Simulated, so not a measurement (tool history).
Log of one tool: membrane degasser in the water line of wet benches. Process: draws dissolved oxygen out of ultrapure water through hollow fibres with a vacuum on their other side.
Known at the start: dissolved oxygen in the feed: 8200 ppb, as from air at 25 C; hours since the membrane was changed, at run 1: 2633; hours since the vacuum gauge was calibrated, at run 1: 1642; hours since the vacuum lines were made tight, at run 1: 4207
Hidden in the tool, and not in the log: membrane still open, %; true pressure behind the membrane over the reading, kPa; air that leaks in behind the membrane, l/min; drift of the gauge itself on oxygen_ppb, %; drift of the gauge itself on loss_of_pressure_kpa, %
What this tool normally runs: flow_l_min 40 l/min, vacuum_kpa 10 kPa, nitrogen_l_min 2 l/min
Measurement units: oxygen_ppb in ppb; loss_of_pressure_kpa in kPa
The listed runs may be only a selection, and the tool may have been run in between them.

run,day,flow_l_min,vacuum_kpa,nitrogen_l_min,hours since the membrane was changed,hours since the vacuum gauge was calibrated,hours since the vacuum lines were made tight,oxygen_ppb,loss_of_pressure_kpa
1,0,40,10,2,2633,1642,4207,328.9,68.86
2,3.908,41,10,2,2727,1736,4301,344.3,70.86
3,8.042,42,10,2,2826,1835,4400,348.7,73.17
4,12.75,42,10,2,2939,1948,4513,352,73.07
5,16.233,42,10,2,3023,2032,4597,356.1,72.75
6,19.479,42,10,2,3101,2110,4675,350.5,73.03
7,23.525,42,10,2,3198,2207,4772,353.3,72.67
8,27.383,40,10,2,3291,2299,4864,333.2,69.31
9,31.883,40,10,2,3399,2407,4972,337,69.07
10,36.971,40,9.2,2.65,3521,2529,5094,241.6,69.39
11,41.846,31,7.2,2,3638,2646,5211,152.5,53.43
# day 42.125: vacuum gauge calibrated
12,44.942,37,12.3,2,3711,68,5285,391.9,64.38
13,49.712,37,12.3,2,3826,182,5400,393.1,64.59
14,53.121,37,12.3,2,3908,264,5481,395.3,64.53
15,56.112,40,10,1.9,3980,336,5553,348.8,69.6
16,59.188,40,10,1.9,4053,410,5627,348,69.89
# day 61.229: vacuum gauge calibrated, once more
17,62.079,55,10,1.12,4122,20,5696,727.8,96.56

Here are 4 independent what-if runs from the current tool condition. What would each one return?
A,66.571,55,11.9,1.12,4230,128,5804,?,?
B,66.571,54,7.4,2,4230,128,5804,?,?
C,66.571,31,19.9,2.09,4230,128,5804,?,?
D,66.571,39,10,1.42,4230,128,5804,?,?

run,oxygen_ppb,loss_of_pressure_kpa
A,885.7,95.61
B,366.4,94.83
C,549.6,54.25
D,422.5,68.47
Had the tool no hidden state, the same runs would have come out as:
run,oxygen_ppb,loss_of_pressure_kpa
A,868.6,92.63
B,348.6,91.89
C,544,52.57
D,414.9,66.35
